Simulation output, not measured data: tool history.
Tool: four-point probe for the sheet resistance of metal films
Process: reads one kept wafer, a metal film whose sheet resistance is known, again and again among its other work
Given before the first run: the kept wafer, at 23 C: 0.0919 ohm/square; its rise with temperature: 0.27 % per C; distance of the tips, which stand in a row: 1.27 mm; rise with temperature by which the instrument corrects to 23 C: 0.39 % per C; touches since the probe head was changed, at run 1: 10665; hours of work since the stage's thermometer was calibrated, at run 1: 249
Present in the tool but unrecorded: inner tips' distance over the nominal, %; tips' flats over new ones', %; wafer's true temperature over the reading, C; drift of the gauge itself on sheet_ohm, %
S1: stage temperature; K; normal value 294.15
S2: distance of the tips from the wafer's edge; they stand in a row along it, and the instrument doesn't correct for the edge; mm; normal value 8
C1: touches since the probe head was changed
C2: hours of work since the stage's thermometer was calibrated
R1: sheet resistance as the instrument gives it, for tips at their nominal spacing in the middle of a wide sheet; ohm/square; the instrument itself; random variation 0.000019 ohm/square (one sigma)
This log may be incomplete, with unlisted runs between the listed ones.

Run 1, hour 0.0: usual settings; C1 10665; C2 249. Result: R1 0.093446 ohm/square.
Run 2, hour 18.3: usual settings but S1 293.15 K; C1 11362; C2 261. Result: R1 0.093582 ohm/square.
Run 3, hour 45.3: usual settings but S1 293.15 K; C1 12393; C2 278. Result: R1 0.093574 ohm/square.
Run 4, hour 62.5: usual settings but S1 293.15 K; C1 13048; C2 289. Result: R1 0.093547 ohm/square.
Run 5, hour 82.8: usual settings but S1 293.15 K; C1 13823; C2 302. Result: R1 0.093586 ohm/square.
Run 6, hour 100.9: usual settings but S1 293.15 K; C1 14511; C2 313. Result: R1 0.093585 ohm/square.
Run 7, hour 120.3: usual settings but S2 43 mm; C1 15253; C2 326. Result: R1 0.092285 ohm/square.
Run 8, hour 139.9: usual settings but S2 43 mm; C1 15999; C2 338. Result: R1 0.092293 ohm/square.
Run 9, hour 161.6: usual settings but S2 43 mm; C1 16825; C2 352. Result: R1 0.092288 ohm/square.
Run 10, hour 181.5: usual settings but S2 43 mm; C1 17587; C2 365. Result: R1 0.092257 ohm/square.
Run 11, hour 197.6: usual settings; C1 18197; C2 375. Result: R1 0.093449 ohm/square.
At hour 200.3: stage's thermometer calibrated.
Run 12, hour 218.1: usual settings but S1 304.15 K; C1 18960; C2 11. Result: R1 0.092357 ohm/square.
Run 13, hour 245.6: usual settings but S2 4 mm; C1 20011; C2 29. Result: R1 0.096927 ohm/square.
Run 14, hour 258.6: usual settings but S2 4 mm; C1 20505; C2 37. Result: R1 0.096932 ohm/square.
Run 15, hour 270.8: usual settings but S2 4 mm; C1 20970; C2 45. Result: R1 0.096960 ohm/square.
Run 16, hour 286.5: usual settings but S1 296.15 K, S2 9 mm; C1 21571; C2 55. Result: R1 0.092974 ohm/square.
Run 17, hour 308.7: usual settings but S1 297.15 K, S2 3 mm; C1 22415; C2 69. Result: R1 0.099914 ohm/square.
Run 18, hour 333.8: usual settings but S1 306.15 K, S2 20 mm; C1 23375; C2 85. Result: R1 0.091151 ohm/square.
Run 19, hour 348.3: usual settings but S1 306.15 K, S2 20 mm; C1 23925; C2 94. Result: R1 0.091163 ohm/square.
At hour 353.7: stage's thermometer calibrated, once more.
Run 20, hour 366.0: usual settings but S1 306.15 K, S2 20 mm; C1 24581; C2 8. Result: R1 0.091253 ohm/square.
Run 21, hour 380.3: usual settings but S1 306.15 K, S2 20 mm; C1 25128; C2 17. Result: R1 0.091232 ohm/square.
Run 22, hour 402.2: usual settings but S1 306.15 K, S2 20 mm; C1 25963; C2 31. Result: R1 0.091209 ohm/square.
Run 23, hour 429.5: usual settings but S1 305.15 K, S2 22 mm; C1 27002; C2 48. Result: R1 0.091298 ohm/square.
Run 24, hour 444.9: usual settings; C1 27591; C2 58. Result: R1 0.093525 ohm/square.
Run 25, hour 464.8: usual settings but S1 293.15 K; C1 28350; C2 71. Result: R1 0.093630 ohm/square.
Run 26, hour 477.2: usual settings but S1 297.15 K, S2 24 mm; C1 28824; C2 79. Result: R1 0.092133 ohm/square.
Run 27, hour 504.3: usual settings but S1 297.15 K, S2 24 mm; C1 29854; C2 96. Result: R1 0.092107 ohm/square.
Run 28, hour 528.1: usual settings but S1 295.15 K, S2 28 mm; C1 30763; C2 111. Result: R1 0.092274 ohm/square.
Run 29, hour 548.4: usual settings but S1 295.15 K, S2 28 mm; C1 31537; C2 124. Result: R1 0.092302 ohm/square.

Some steps in R1 between neighbouring runs. How much of each would the tool show without its hidden state too (settings, what came in, random variation), and how much is left for the hidden state, with any gauge scatter that isn't in both results?
Run 11 -> 12: S1 294.15 -> 304.15, stage's thermometer calibrated. R1 -0.001092 ohm/square: hidden state -0.000021, all else -0.001071.
Run 16 -> 17: S1 296.15 -> 297.15, S2 9 -> 3. R1 +0.006940 ohm/square: hidden state +0.000007, all else +0.006933.
Run 17 -> 18: S1 297.15 -> 306.15, S2 3 -> 20. R1 -0.008763 ohm/square: hidden state -0.000004, all else -0.008759.
Run 19 -> 20: stage's thermometer calibrated, once more. R1 +0.000090 ohm/square: hidden state +0.000072, all else +0.000018.
